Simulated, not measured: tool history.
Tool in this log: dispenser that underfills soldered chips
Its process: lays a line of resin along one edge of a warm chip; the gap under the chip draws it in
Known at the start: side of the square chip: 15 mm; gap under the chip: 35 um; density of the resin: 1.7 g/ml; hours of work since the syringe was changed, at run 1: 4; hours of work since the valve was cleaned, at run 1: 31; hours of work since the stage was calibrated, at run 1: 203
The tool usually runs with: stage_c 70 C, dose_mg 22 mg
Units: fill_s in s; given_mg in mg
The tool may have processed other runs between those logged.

run,hour,stage_c,dose_mg,hours of work since the syringe was changed,hours of work since the valve was cleaned,hours of work since the stage was calibrated,fill_s,given_mg
1,0,70,22,4,31,203,545.2,21.36
# hour 3.9: new syringe of resin
2,3.9,70,22,0,33,206,468.3,21.32
3,9.9,59,22,4,37,210,985.2,21.28
# hour 14.4: new syringe of resin
4,14.7,59,22,0,40,213,824,21.09
5,20.9,59,22,4,44,216,1010.9,21.21
# hour 24.9: new syringe of resin
6,27.2,59,22,1,48,220,894.4,20.96
7,33.2,81,22,5,52,224,321.5,21.3
# hour 35.1: new syringe of resin
8,41.6,81,22,4,57,229,314.8,21.05
# hour 45.6: new syringe of resin
9,47.9,81,22,1,61,233,270.2,20.88
10,53.4,70,22.4,5,64,237,548.9,21.12
# hour 56: new syringe of resin
11,61.4,70,22,3,69,242,524.5,20.8
# hour 66.5: new syringe of resin
12,69.9,70,22,2,75,247,500,20.86
13,73.7,66,22,5,77,250,678.3,20.67
# hour 76.7: new syringe of resin
14,77.6,66,22,1,79,252,579.5,20.51
15,82.7,66,22,4,83,255,661.8,20.56
# hour 86.8: new syringe of resin
16,86.9,66,22,0,85,258,560.8,20.51
17,93.5,73,22,4,89,262,459.3,20.23
# hour 97.3: new syringe of resin
18,101.6,73,22,3,94,267,419.1,20.13
# hour 107.6: new syringe of resin
19,109.8,73,22,1,99,272,417.1,20.15
20,115.5,76,22,5,103,276,416.6,19.94
# hour 117.9: new syringe of resin
21,119.6,60,26.4,1,106,278,786.7,23.92
22,126.1,80,28.3,5,110,282,322.4,25.75
# hour 128.3: new syringe of resin
23,132.7,80,28.3,3,114,286,292.9,25.78
# hour 137.1: dispensing valve cleaned and set on the balance
24,139,80,28.3,6,1,290,341.4,28.37
# hour 139.9: new syringe of resin
25,144.4,77,22,3,5,293,353.8,21.81
# hour 150.1: new syringe of resin
26,152.7,64,24.9,2,10,298,660.4,24.58
# hour 160.4: new syringe of resin
27,160.9,81,21.2,0,15,303,257.8,20.83

What does the tool deliver on the next run?
28,167.5,81,21.2,5,19,308,?,?

Run 28 yielded fill_s 303 s, given_mg 20.62 mg.
Take away the tool's hidden state, keep the run-to-run variation as it was, and the same run would have given fill_s 281 s, given_mg 20.99 mg.
